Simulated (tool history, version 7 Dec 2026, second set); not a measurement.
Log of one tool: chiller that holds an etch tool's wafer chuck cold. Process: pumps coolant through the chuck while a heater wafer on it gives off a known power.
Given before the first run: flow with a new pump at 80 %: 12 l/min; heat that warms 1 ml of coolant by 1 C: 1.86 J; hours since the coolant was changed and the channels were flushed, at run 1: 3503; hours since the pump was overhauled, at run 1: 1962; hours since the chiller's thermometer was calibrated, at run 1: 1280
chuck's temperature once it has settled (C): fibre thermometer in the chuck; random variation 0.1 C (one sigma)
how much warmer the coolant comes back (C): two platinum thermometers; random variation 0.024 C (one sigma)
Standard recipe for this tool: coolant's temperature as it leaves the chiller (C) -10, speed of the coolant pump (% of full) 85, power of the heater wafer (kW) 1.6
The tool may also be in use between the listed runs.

run	hour	coolant's temperature as it leaves the chiller (C)	speed of the coolant pump (% of full)	power of the heater wafer (kW)	hours since the coolant was changed and the channels were flushed	hours since the pump was overhauled	hours since the chiller's thermometer was calibrated	chuck's temperature once it has settled (C)	how much warmer the coolant comes back (C)
1	0	-10	85	1.6	3503	1962	1280	3.3	4.09
2	78.2	-10	85	0.817	3581	2040	1358	-3.1	2.02
3	178	-10	85	0.817	3681	2140	1458	-3.2	2.09
4	292.2	-10	85	1.6	3795	2254	1572	3.8	4.05
5	380	-10	85	1.6	3883	2342	1660	3.4	4.1
6	523.4	-10	85	1.6	4027	2485	1803	3.6	4.11
7	619.7	-10	85	1.658	4123	2581	1899	4.2	4.2
8	708	-10	85	1.658	4211	2670	1988	4.1	4.24
9	846.3	-10	85	1.658	4350	2808	2126	4.4	4.28
# hour 855.2: chiller's thermometer calibrated
10	917.6	-10	85	1.658	4420	2878	62	4.1	4.22
11	994.3	-10	85	1.6	4496	2955	139	3.7	4.12
# hour 1008.2: coolant pump overhauled
12	1092.2	-10	85	1.6	4589	84	232	4	4.08
13	1220.3	-10	85	1.6	4717	212	360	3.8	4.15
14	1364	-10	85	1.6	4861	356	504	4.1	4.14
15	1464.7	-10	73	1.6	4962	457	605	5.4	4.84
# hour 1481.5: coolant pump overhauled, once more
16	1539.4	-10	73	1.6	5032	58	674	4.9	4.77
17	1673.7	-9	76	2.298	5166	192	809	12	6.52
18	1797.8	-16	69	2.28	5290	316	933	6.3	7.07
19	1883	-10	75	1.13	5375	401	1018	0.5	3.22
20	1999.5	-16	85	2.213	5492	518	1134	3.3	5.62
21	2108.7	-17	85	2.064	5601	627	1243	1.4	5.26
22	2182.8	-10	72	0.823	5675	701	1318	-2.1	2.46
23	2296.3	-10	85	1.312	5789	815	1431	1.5	3.29
24	2406.3	-17	72	1.949	5899	925	1541	1.9	5.8
25	2535.4	-8	85	1.6	6028	1054	1670	6.2	4.08
26	2636.6	-6	85	1.325	6129	1155	1771	5.8	3.37
27	2767.6	-12	85	1.6	6260	1286	1902	2.3	4.05
28	2887	-18	85	1.882	6379	1405	2022	-1.1	4.77

5 options for the next run, each taken on its own from the tool as it stands now. Forecast them:
A	2993.6	-18	74	1.882	6486	1512	2128	?	?
B	2993.6	-18	85	1.111	6486	1512	2128	?	?
C	2993.6	-19	85	1.6	6486	1512	2128	?	?
D	2993.6	-10	85	0.924	6486	1512	2128	?	?
E	2993.6	-10	69	1.666	6486	1512	2128	?	?

run	chuck's temperature once it has settled (C)	how much warmer the coolant comes back (C)
A	0.2	5.49
B	-8	2.81
C	-4.7	4.07
D	-1.6	2.38
E	6.7	5.24
Without the tool's hidden state the same runs would have given:
run	chuck's temperature once it has settled (C)	how much warmer the coolant comes back (C)
A	-2.1	5.46
B	-9.3	2.79
C	-6.5	4.04
D	-2.7	2.37
E	4.7	5.2
